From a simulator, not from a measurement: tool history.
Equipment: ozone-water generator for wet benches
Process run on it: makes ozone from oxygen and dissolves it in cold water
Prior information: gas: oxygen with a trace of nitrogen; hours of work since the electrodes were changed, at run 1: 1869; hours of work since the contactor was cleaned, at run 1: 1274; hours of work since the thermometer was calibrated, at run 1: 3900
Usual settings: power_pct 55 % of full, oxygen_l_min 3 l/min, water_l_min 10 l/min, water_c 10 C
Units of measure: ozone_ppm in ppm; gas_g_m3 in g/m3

run    hour  power_pct  oxygen_l_min  water_l_min  water_c  hours of work since the electrodes were changed  hours of work since the contactor was cleaned  hours of work since the thermometer was calibrated  ozone_ppm  gas_g_m3
  1       0         55             3           10       10                                             1869                                           1274                                                3900       28.9     200.6
        7.4  -- water thermometer calibrated
  2    70.3         55             3           10       10                                             1937                                           1341                                                  60       29.2     201.1
  3   120.2         55             3           10       10                                             1985                                           1389                                                 108       28.8     200.6
  4   202.5         55             3           10       10                                             2064                                           1468                                                 188         29     200.2
  5   249.1         55             3           10       10                                             2108                                           1513                                                 232       29.3     197.3
  6   337.5         55             3           10       10                                             2193                                           1598                                                 317       28.8     198.1
  7   430.1         55             3           10        5                                             2283                                           1687                                                 406       30.7     197.6
  8     516         55             3           10        5                                             2365                                           1769                                                 489       30.5     200.8
  9   565.2         55             3           10        5                                             2412                                           1817                                                 536       30.6       199
 10   631.8         55             3           10       10                                             2477                                           1881                                                 600       28.5     199.1
 11   718.1         55             3           10       10                                             2560                                           1964                                                 683       28.2     198.6
 12   774.2         55             3            6       10                                             2613                                           2018                                                 737       40.5       196
 13   871.7         55             3            6       10                                             2707                                           2111                                                 831       40.4     195.5
 14   950.8         55             3            6       10                                             2783                                           2187                                                 907       40.3     194.4
 15  1013.6         43          3.15           11        7                                             2844                                           2248                                                 967       21.9       157
 16  1062.3         55             3            7       10                                             2890                                           2295                                                1014       35.7     197.2
 17  1132.9         45             3           10        8                                             2958                                           2362                                                1082       24.4     165.4
 18  1228.2         81          2.77           10       12                                             3050                                           2454                                                1174         37     282.1
 19  1313.2         62             3           16       10                                             3132                                           2536                                                1256       20.7     217.4
 20  1403.7         62          3.14           14        7                                             3219                                           2623                                                1343       23.7     210.3
 21  1487.6         62          3.14           14        7                                             3299                                           2704                                                1423       23.8     211.4

Run 22, settings as shown, results not yet in. Your forecast:
 22  1569         62          3.14           14        7                                             3378                                           2782                                                1502          ?         ?

Logged for run 22: ozone_ppm 23.7 ppm, gas_g_m3 211.8 g/m3.
Had the tool carried no hidden state, the very same run would have given ozone_ppm 27 ppm, gas_g_m3 226.7 g/m3.
